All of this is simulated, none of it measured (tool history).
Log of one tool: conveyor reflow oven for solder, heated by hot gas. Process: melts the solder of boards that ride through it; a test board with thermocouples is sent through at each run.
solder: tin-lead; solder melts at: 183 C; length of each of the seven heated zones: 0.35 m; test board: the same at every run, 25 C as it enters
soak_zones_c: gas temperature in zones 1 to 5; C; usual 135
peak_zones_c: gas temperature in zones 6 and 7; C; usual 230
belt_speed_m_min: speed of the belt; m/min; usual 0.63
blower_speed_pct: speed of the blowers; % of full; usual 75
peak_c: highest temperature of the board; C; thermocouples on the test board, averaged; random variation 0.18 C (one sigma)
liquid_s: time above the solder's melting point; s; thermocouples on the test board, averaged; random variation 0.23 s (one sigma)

| run | hour | soak_zones_c | peak_zones_c | belt_speed_m_min | blower_speed_pct | peak_c | liquid_s |
|---|---|---|---|---|---|---|---|
| 1 | 0 | 135 | 230 | 0.63 | 75 | 216.3 | 49.3 |
| 2 | 58.2 | 135 | 230 | 0.63 | 75 | 216.2 | 49.2 |
| 3 | 101 | 135 | 236 | 0.63 | 75 | 221.4 | 52.5 |
| 4 | 142.8 | 135 | 230 | 0.63 | 75 | 215.7 | 48.8 |
| 5 | 173.9 | 135 | 230 | 0.595 | 75 | 217.4 | 53.3 |
|  | 195.2 | flux residue cleaned out of gas plates and filters |
| 6 | 218 | 135 | 230 | 0.595 | 75 | 219.9 | 55.7 |
| 7 | 257.9 | 135 | 230 | 0.719 | 75 | 213.7 | 41.5 |
| 8 | 296.9 | 135 | 230 | 0.528 | 75 | 222.1 | 65.3 |
| 9 | 357.2 | 135 | 230 | 0.528 | 75 | 222.2 | 65.3 |
| 10 | 432.4 | 135 | 230 | 0.637 | 75 | 217.1 | 50.1 |
| 11 | 488.9 | 135 | 230 | 0.637 | 75 | 217.1 | 49.9 |
| 12 | 536.2 | 135 | 230 | 0.637 | 75 | 216.8 | 49.9 |
|  | 598.1 | flux residue cleaned out of gas plates and filters |
| 13 | 606.9 | 135 | 230 | 0.637 | 75 | 219.3 | 51.8 |
| 14 | 647.1 | 135 | 230 | 0.637 | 75 | 219.1 | 51.8 |
| 15 | 708.9 | 135 | 230 | 0.637 | 75 | 219 | 51.8 |
| 16 | 767.6 | 137 | 230 | 0.63 | 75 | 219.4 | 53.3 |
| 17 | 816.6 | 135 | 230 | 0.718 | 75 | 214.8 | 42.6 |
| 18 | 859.7 | 130 | 230 | 0.582 | 75 | 220.1 | 56.6 |
| 19 | 899.9 | 130 | 230 | 0.582 | 75 | 220.1 | 56.3 |
| 20 | 932.3 | 130 | 230 | 0.582 | 75 | 220.1 | 56.1 |
| 21 | 980.1 | 150 | 230 | 0.582 | 75 | 222.6 | 65.1 |
|  | 1002.5 | flux residue cleaned out of gas plates and filters |
|  | 1014.4 | thermocouples of zones 6 and 7 changed |
| 22 | 1032 | 150 | 230 | 0.582 | 75 | 221.4 | 64.6 |
| 23 | 1085 | 148 | 230 | 0.582 | 51 | 215.5 | 58.6 |
| 24 | 1122.8 | 148 | 237 | 0.625 | 79 | 226.1 | 61.3 |
| 25 | 1188.5 | 148 | 237 | 0.649 | 60 | 220.8 | 55.7 |
| 26 | 1256.5 | 135 | 237 | 0.63 | 75 | 223.1 | 54.9 |
| 27 | 1327.8 | 135 | 236 | 0.682 | 75 | 219.7 | 48.8 |
| 28 | 1393.1 | 135 | 236 | 0.682 | 75 | 219.5 | 48.5 |
|  | 1412 | flux residue cleaned out of gas plates and filters |
|  | 1420.1 | belt drive overhauled, speed set with a stopwatch |
| 29 | 1450.6 | 120 | 230 | 0.682 | 75 | 213.2 | 38.7 |

Forecast each of these 3 alternatives for the next run:
| A | 1506.3 | 137 | 230 | 0.565 | 89 | ? | ? |
| B | 1506.3 | 128 | 243 | 0.63 | 75 | ? | ? |
| C | 1506.3 | 150 | 230 | 0.682 | 81 | ? | ? |

| run | peak_c | liquid_s |
|---|---|---|
| A | 223.1 | 61.2 |
| B | 227.9 | 54.3 |
| C | 219.4 | 51.6 |
Without the tool's hidden state the same runs would have given:
| run | peak_c | liquid_s |
|---|---|---|
| A | 222.3 | 60.8 |
| B | 227.3 | 53.9 |
| C | 218.7 | 51.2 |

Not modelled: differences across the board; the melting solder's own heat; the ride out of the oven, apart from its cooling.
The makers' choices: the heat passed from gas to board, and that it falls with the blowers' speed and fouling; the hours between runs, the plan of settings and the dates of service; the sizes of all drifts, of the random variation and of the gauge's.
